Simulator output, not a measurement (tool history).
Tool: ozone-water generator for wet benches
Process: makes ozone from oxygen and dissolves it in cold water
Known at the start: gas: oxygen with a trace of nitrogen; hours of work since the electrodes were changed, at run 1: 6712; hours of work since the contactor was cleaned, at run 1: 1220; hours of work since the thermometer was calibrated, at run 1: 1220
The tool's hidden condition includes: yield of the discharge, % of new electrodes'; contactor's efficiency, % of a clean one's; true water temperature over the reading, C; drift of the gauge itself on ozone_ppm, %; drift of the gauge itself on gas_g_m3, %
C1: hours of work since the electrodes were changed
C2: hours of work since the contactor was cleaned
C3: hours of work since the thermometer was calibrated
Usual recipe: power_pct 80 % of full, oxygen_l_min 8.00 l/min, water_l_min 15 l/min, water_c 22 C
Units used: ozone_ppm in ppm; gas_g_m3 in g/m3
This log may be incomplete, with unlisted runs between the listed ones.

Run 1, hour 0.0: usual settings; C1 6712; C2 1220; C3 1220. Result: ozone_ppm 37.0 ppm, gas_g_m3 273.7 g/m3.
Run 2, hour 133.4: usual settings; C1 6842; C2 1350; C3 1350. Result: ozone_ppm 36.9 ppm, gas_g_m3 273.6 g/m3.
Run 3, hour 257.6: usual settings; C1 6964; C2 1471; C3 1471. Result: ozone_ppm 36.8 ppm, gas_g_m3 274.2 g/m3.
Run 4, hour 449.6: usual settings but water_l_min 16 l/min; C1 7151; C2 1659; C3 1659. Result: ozone_ppm 35.3 ppm, gas_g_m3 273.8 g/m3.
Run 5, hour 633.5: usual settings but water_l_min 16 l/min; C1 7331; C2 1839; C3 1839. Result: ozone_ppm 34.9 ppm, gas_g_m3 271.6 g/m3.
Run 6, hour 762.6: usual settings but water_l_min 16 l/min; C1 7457; C2 1965; C3 1965. Result: ozone_ppm 35.5 ppm, gas_g_m3 272.0 g/m3.
Run 7, hour 914.5: usual settings but water_l_min 16 l/min; C1 7605; C2 2113; C3 2113. Result: ozone_ppm 35.3 ppm, gas_g_m3 272.2 g/m3.
Run 8, hour 1102.1: usual settings but power_pct 83 % of full, water_l_min 16 l/min; C1 7789; C2 2297; C3 2297. Result: ozone_ppm 36.5 ppm, gas_g_m3 282.6 g/m3.
Run 9, hour 1256.2: usual settings but power_pct 83 % of full, water_l_min 16 l/min; C1 7939; C2 2447; C3 2447. Result: ozone_ppm 36.7 ppm, gas_g_m3 284.0 g/m3.
Run 10, hour 1380.7: usual settings but power_pct 83 % of full, water_l_min 16 l/min; C1 8061; C2 2569; C3 2569. Result: ozone_ppm 36.5 ppm, gas_g_m3 281.7 g/m3.
Run 11, hour 1578.6: usual settings but power_pct 42 % of full, water_l_min 16 l/min; C1 8255; C2 2762; C3 2762. Result: ozone_ppm 19.5 ppm, gas_g_m3 154.1 g/m3.
Run 12, hour 1675.8: usual settings but power_pct 42 % of full, oxygen_l_min 5.89 l/min, water_l_min 16 l/min; C1 8349; C2 2857; C3 2857. Result: ozone_ppm 21.6 ppm, gas_g_m3 186.3 g/m3.
Run 13, hour 1795.0: usual settings but power_pct 42 % of full, oxygen_l_min 5.89 l/min, water_l_min 16 l/min; C1 8466; C2 2974; C3 2974. Result: ozone_ppm 21.4 ppm, gas_g_m3 187.5 g/m3.
Run 14, hour 1940.4: usual settings but power_pct 42 % of full, oxygen_l_min 5.89 l/min, water_l_min 16 l/min, water_c 25 C; C1 8608; C2 3116; C3 3116. Result: ozone_ppm 20.2 ppm, gas_g_m3 185.8 g/m3.
Run 15, hour 2103.3: usual settings but power_pct 41 % of full; C1 8767; C2 3275; C3 3275. Result: ozone_ppm 20.2 ppm, gas_g_m3 148.6 g/m3.
Run 16, hour 2290.2: usual settings but power_pct 41 % of full; C1 8950; C2 3458; C3 3458. Result: ozone_ppm 20.5 ppm, gas_g_m3 150.3 g/m3.
Run 17, hour 2392.4: usual settings but power_pct 41 % of full, oxygen_l_min 9.76 l/min, water_l_min 23 l/min; C1 9050; C2 3558; C3 3558. Result: ozone_ppm 14.3 ppm, gas_g_m3 132.1 g/m3.
Run 18, hour 2502.0: usual settings but power_pct 41 % of full, oxygen_l_min 10.59 l/min, water_l_min 11 l/min; C1 9157; C2 3665; C3 3665. Result: ozone_ppm 21.2 ppm, gas_g_m3 124.3 g/m3.
Run 19, hour 2589.8: usual settings but power_pct 52 % of full, water_c 20 C; C1 9243; C2 3751; C3 3751. Result: ozone_ppm 26.1 ppm, gas_g_m3 184.8 g/m3.
At hour 2713.1: water thermometer calibrated.
Run 20, hour 2713.1: usual settings but oxygen_l_min 7.27 l/min, water_c 15 C; C1 9363; C2 3871; C3 0. Result: ozone_ppm 43.2 ppm, gas_g_m3 291.5 g/m3.
Run 21, hour 2874.7: usual settings but oxygen_l_min 7.27 l/min, water_c 15 C; C1 9521; C2 4029; C3 158. Result: ozone_ppm 43.7 ppm, gas_g_m3 289.9 g/m3.
Run 22, hour 3019.0: usual settings but power_pct 52 % of full, oxygen_l_min 5.53 l/min, water_c 16 C; C1 9662; C2 4170; C3 299. Result: ozone_ppm 30.7 ppm, gas_g_m3 238.6 g/m3.
Run 23, hour 3164.5: usual settings but power_pct 66 % of full, oxygen_l_min 5.11 l/min, water_l_min 18 l/min, water_c 28 C; C1 9804; C2 4312; C3 441. Result: ozone_ppm 27.3 ppm, gas_g_m3 309.9 g/m3.
Run 24, hour 3286.4: usual settings but power_pct 48 % of full, water_l_min 13 l/min; C1 9923; C2 4431; C3 560. Result: ozone_ppm 24.9 ppm, gas_g_m3 172.8 g/m3.
Run 25, hour 3473.6: usual settings but power_pct 48 % of full, oxygen_l_min 12.95 l/min, water_l_min 13 l/min, water_c 18 C; C1 10106; C2 4614; C3 743. Result: ozone_ppm 22.8 ppm, gas_g_m3 126.2 g/m3.
Run 26, hour 3659.8: usual settings but power_pct 48 % of full, oxygen_l_min 12.95 l/min, water_l_min 13 l/min, water_c 18 C; C1 10288; C2 4796; C3 925. Result: ozone_ppm 23.4 ppm, gas_g_m3 126.1 g/m3.
Run 27, hour 3753.9: usual settings but power_pct 97 % of full, water_c 17 C; C1 10380; C2 4888; C3 1017. Result: ozone_ppm 48.1 ppm, gas_g_m3 322.3 g/m3.
Run 28, hour 3916.3: usual settings but power_pct 44 % of full, water_l_min 20 l/min, water_c 21 C; C1 10539; C2 5047; C3 1176. Result: ozone_ppm 18.1 ppm, gas_g_m3 159.6 g/m3.
Run 29, hour 4024.6: usual settings but power_pct 44 % of full, water_l_min 20 l/min, water_c 21 C; C1 10645; C2 5152; C3 1282. Result: ozone_ppm 18.0 ppm, gas_g_m3 160.2 g/m3.
Run 30, hour 4127.1: usual settings but water_c 25 C; C1 10745; C2 5253; C3 1382. Result: ozone_ppm 34.2 ppm, gas_g_m3 273.5 g/m3.
Run 31, hour 4232.0: usual settings but water_c 25 C; C1 10847; C2 5355; C3 1484. Result: ozone_ppm 34.3 ppm, gas_g_m3 274.6 g/m3.
Run 32, hour 4373.3: usual settings but oxygen_l_min 14.14 l/min, water_l_min 23 l/min; C1 10985; C2 5493; C3 1623. Result: ozone_ppm 23.7 ppm, gas_g_m3 188.1 g/m3.

Take each entry between the runs: how does the hidden state at the last listed run before it differ from the hidden state at the first listed run after it?
Between runs 19 and 20: water thermometer calibrated (hour 2713.1)
  no difference in the tool's unlogged condition between these two runs
